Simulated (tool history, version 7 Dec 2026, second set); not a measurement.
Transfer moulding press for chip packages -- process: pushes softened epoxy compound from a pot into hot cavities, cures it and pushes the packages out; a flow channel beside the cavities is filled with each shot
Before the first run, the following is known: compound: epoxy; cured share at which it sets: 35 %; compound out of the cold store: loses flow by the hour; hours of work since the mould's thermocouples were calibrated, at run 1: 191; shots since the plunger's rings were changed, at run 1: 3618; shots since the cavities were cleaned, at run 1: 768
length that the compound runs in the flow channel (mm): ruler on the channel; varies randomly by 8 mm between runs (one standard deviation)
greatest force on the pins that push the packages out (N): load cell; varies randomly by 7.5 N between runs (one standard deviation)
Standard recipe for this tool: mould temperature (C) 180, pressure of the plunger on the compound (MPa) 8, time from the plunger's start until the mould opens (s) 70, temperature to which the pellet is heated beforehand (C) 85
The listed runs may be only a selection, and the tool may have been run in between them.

run	day	mould temperature (C)	pressure of the plunger on the compound (MPa)	time from the plunger's start until the mould opens (s)	temperature to which the pellet is heated beforehand (C)	hours of work since the mould's thermocouples were calibrated	shots since the plunger's rings were changed	shots since the cavities were cleaned	incoming compound's hours out of the cold store	length that the compound runs in the flow channel (mm)	greatest force on the pins that push the packages out (N)
1	0	180	8	70	85	191	3618	768	24.9	905	317
# day 0.479: cavities cleaned with cleaning compound and waxed
2	1.575	180	8	70	85	210	4049	312	46.1	847	305
3	2.983	180	8	70	85	228	4451	714	9.5	924	322
# day 3.662: cavities cleaned with cleaning compound and waxed
4	4.362	180	8	70	85	245	4826	200	43.7	841	311
5	5.442	180	8	70	85	259	5134	508	41.1	854	318
# day 6.808: cavities cleaned with cleaning compound and waxed
6	7.4	180	8	70	85	284	5674	169	29.8	890	306
7	8.533	180	8	70	85	299	5997	492	33.5	881	325
# day 8.879: plunger's sealing rings changed
# day 10.188: cavities cleaned with cleaning compound and waxed
8	10.312	180	8	70	85	319	390	35	15.1	943	314
9	11.858	180	8	96	85	339	831	476	35.8	868	266
10	12.842	180	9.81	96	85	352	1112	757	30.7	971	254
# day 13.35: cavities cleaned with cleaning compound and waxed
11	14.625	176	9.81	96	85	374	1602	363	21.2	1020	264
12	16.312	176	9.81	96	85	396	2083	844	42.5	975	260
# day 16.512: cavities cleaned with cleaning compound and waxed
13	17.554	180	8	52	85	411	2419	297	46	856	613
14	18.783	180	8	70	85	427	2769	647	9.5	955	311
# day 19.704: cavities cleaned with cleaning compound and waxed
15	20.225	187	8	67	85	445	3163	149	13.5	918	287
16	21.475	178	6.15	91	85	461	3518	504	15.7	831	277
17	22.392	180	6.15	91	92	473	3781	767	39.4	763	267
# day 22.933: cavities cleaned with cleaning compound and waxed
18	23.508	180	6.15	91	92	487	4080	163	36.3	764	265
19	25.596	185	8	70	79	514	4676	759	26	880	278
# day 26.179: cavities cleaned with cleaning compound and waxed
# day 26.808: mould's thermocouples calibrated
20	27.333	180	8	70	77	7	5129	305	40	846	319
21	28.388	179	8	70	80	20	5430	606	29.5	895	325
# day 29.542: cavities cleaned with cleaning compound and waxed
22	30.154	179	6.53	70	85	42	5915	174	43	775	316
# day 30.742: plunger's sealing rings changed
23	32.079	179	6.53	70	85	66	381	693	28.8	812	344
# day 32.85: cavities cleaned with cleaning compound and waxed
24	33.746	173	8	70	84	87	839	256	34.2	888	453
25	35.425	179	6.07	89	85	108	1318	735	9.5	836	271
# day 36.088: cavities cleaned with cleaning compound and waxed
26	37.233	188	6.93	89	78	131	1815	327	37.9	797	256
27	38.471	176	8.93	89	78	147	2168	680	15.6	983	272

Below are 4 alternative next runs, each starting from the tool's condition after run 27. Predict each:
# day 39.333: cavities cleaned with cleaning compound and waxed
A	40.175	180	6.77	70	93	168	2635	240	44	?	?
# day 39.333: cavities cleaned with cleaning compound and waxed
B	40.175	180	8.43	88	91	168	2635	240	34.1	?	?
# day 39.333: cavities cleaned with cleaning compound and waxed
C	40.175	176	8	66	85	168	2635	240	44.3	?	?
# day 39.333: cavities cleaned with cleaning compound and waxed
D	40.175	178	8.93	89	78	168	2635	240	9.9	?	?

run	length that the compound runs in the flow channel (mm)	greatest force on the pins that push the packages out (N)
A	790	304
B	903	258
C	873	401
D	995	275
With no hidden state in the tool, these same runs would have given:
run	length that the compound runs in the flow channel (mm)	greatest force on the pins that push the packages out (N)
A	791	302
B	904	256
C	874	398
D	996	274
